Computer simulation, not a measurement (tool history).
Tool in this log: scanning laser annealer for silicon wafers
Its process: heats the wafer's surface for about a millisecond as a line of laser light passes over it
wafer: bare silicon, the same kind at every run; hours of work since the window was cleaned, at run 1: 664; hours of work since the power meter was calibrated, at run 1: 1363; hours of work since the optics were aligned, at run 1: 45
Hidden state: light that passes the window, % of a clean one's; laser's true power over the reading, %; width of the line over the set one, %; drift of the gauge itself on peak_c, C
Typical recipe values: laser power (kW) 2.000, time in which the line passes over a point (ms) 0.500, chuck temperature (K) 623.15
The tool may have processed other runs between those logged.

run	hour	laser power (kW)	time in which the line passes over a point (ms)	chuck temperature (K)	hours of work since the window was cleaned	hours of work since the power meter was calibrated	hours of work since the optics were aligned	highest temperature of the surface (K)
1	0.0	2.000	0.500	623.15	664	1363	45	1291.15
2	41.4	2.000	0.500	623.15	695	1394	77	1288.15
# hour 68.3: window over the wafer cleaned
3	113.0	2.000	0.500	662.15	34	1448	130	1319.15
4	181.2	2.000	0.500	662.15	86	1500	182	1313.15
5	219.3	2.000	0.500	662.15	115	1529	211	1313.15
6	270.8	2.000	0.500	662.15	154	1568	250	1312.15
# hour 300.6: window over the wafer cleaned, once more
7	309.8	2.000	0.500	630.15	7	1596	279	1335.15
8	360.8	2.000	0.500	630.15	46	1635	317	1325.15
9	419.8	2.000	0.424	623.15	91	1680	362	1261.15
10	469.8	2.000	0.424	623.15	129	1718	401	1261.15
11	529.7	2.000	0.424	623.15	175	1764	446	1256.15
12	603.2	2.000	0.424	623.15	231	1820	502	1255.15
13	661.6	2.000	0.399	623.15	275	1865	547	1234.15
14	726.3	2.000	0.399	623.15	325	1914	596	1232.15
15	779.4	2.000	0.500	627.15	365	1954	637	1305.15
16	831.2	2.000	0.500	627.15	405	1994	676	1309.15
17	902.3	2.032	0.365	623.15	459	2048	730	1203.15
18	964.6	2.032	0.599	630.15	506	2096	778	1378.15
19	1019.7	1.865	0.416	634.15	549	2138	820	1202.15
20	1090.2	2.076	0.416	634.15	602	2191	874	1261.15
21	1150.5	2.013	0.422	612.15	648	2237	920	1223.15
22	1192.9	2.013	0.422	612.15	681	2270	952	1223.15
# hour 1234.7: window over the wafer cleaned
23	1234.7	2.000	0.500	635.15	0	2300	982	1330.15
# hour 1260.3: optics aligned, line set to its width
24	1311.5	1.735	0.372	639.15	55	2355	39	1170.15
25	1351.8	1.811	0.500	662.15	85	2386	70	1302.15
26	1417.3	2.064	0.520	662.15	135	2435	120	1397.15
27	1481.8	2.000	0.417	620.15	185	2485	169	1252.15

Estimate the outcome of run 28 from the log above:
28	1531.0	1.852	0.464	620.15	222	2522	206	?

{"run 28": {"highest temperature of the surface (K)": 1238.15}}
Without the tool's hidden state the same run would have given highest temperature of the surface (K) 1245.15.
